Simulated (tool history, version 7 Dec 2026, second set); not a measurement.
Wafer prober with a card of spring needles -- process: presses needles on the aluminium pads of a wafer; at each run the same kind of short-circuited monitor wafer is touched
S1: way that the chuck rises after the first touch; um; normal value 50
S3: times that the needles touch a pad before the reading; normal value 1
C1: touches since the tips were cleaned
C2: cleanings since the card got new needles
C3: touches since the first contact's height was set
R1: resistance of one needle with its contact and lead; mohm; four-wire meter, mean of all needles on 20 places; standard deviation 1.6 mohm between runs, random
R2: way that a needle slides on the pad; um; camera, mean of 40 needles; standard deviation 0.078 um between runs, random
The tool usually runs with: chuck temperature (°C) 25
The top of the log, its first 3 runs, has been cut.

At day 2.721: tips cleaned on abrasive film.
Run 4, day 3.704: usual settings; C1 7289; C2 23; C3 196707. Result: R1 158 mohm, R2 8.21 um.
At day 3.858: tips cleaned on abrasive film.
Run 5, day 4.633: usual settings; C1 5730; C2 24; C3 203563. Result: R1 161 mohm, R2 8.18 um.
At day 5.012: tips cleaned on abrasive film.
At day 6.154: tips cleaned on abrasive film.
Run 6, day 6.204: usual settings; C1 352; C2 26; C3 215150. Result: R1 156 mohm, R2 8.17 um.
At day 7.229: tips cleaned on abrasive film.
Run 7, day 7.288: usual settings; C1 411; C2 27; C3 223147. Result: R1 160 mohm, R2 8.02 um.
Run 8, day 8.054: usual settings; C1 6121; C2 27; C3 228857. Result: R1 162 mohm, R2 8.25 um.
At day 8.292: tips cleaned on abrasive film.
Run 9, day 8.833: usual settings; C1 4038; C2 28; C3 234603. Result: R1 158 mohm, R2 8.08 um.
At day 9.438: tips cleaned on abrasive film.
Run 10, day 9.779: usual settings; C1 2530; C2 29; C3 241563. Result: R1 159 mohm, R2 8.16 um.
At day 10.392: height of the first contact set anew.
At day 10.492: tips cleaned on abrasive film.
Run 11, day 10.667: usual settings; C1 1297; C2 30; C3 2009. Result: R1 160 mohm, R2 8.3 um.
At day 11.558: tips cleaned on abrasive film.
Run 12, day 11.929: usual settings; C1 2724; C2 31; C3 11341. Result: R1 159 mohm, R2 8.15 um.
At day 12.675: tips cleaned on abrasive film.
Run 13, day 12.704: usual settings; C1 236; C2 32; C3 17080. Result: R1 159 mohm, R2 8.14 um.
At day 13.779: tips cleaned on abrasive film.
Run 14, day 14.121: usual settings; C1 2542; C2 33; C3 27551. Result: R1 163 mohm, R2 8.18 um.
At day 14.867: tips cleaned on abrasive film.
Run 15, day 15.45: usual settings but S1 32 um; C1 4344; C2 34; C3 37379. Result: R1 166 mohm, R2 5.05 um.
At day 15.921: tips cleaned on abrasive film.
Run 16, day 16.85: usual settings but S1 32 um; C1 6870; C2 35; C3 47714. Result: R1 166 mohm, R2 5.05 um.

For run 17, what comes out?
At day 16.975: tips cleaned on abrasive film.
At day 18.133: tips cleaned on abrasive film.
Run 17, day 18.246: usual settings but S1 44 um, chuck temperature (°C) 65; C1 829; C2 37; C3 58012. Result: R1 ?, R2 ?.

R1: 172 mohm
R2: 7.1 um
Take away the tool's hidden state, keep the run-to-run variation as it was, and the same run would have given R1 172 mohm, R2 7.1 um.

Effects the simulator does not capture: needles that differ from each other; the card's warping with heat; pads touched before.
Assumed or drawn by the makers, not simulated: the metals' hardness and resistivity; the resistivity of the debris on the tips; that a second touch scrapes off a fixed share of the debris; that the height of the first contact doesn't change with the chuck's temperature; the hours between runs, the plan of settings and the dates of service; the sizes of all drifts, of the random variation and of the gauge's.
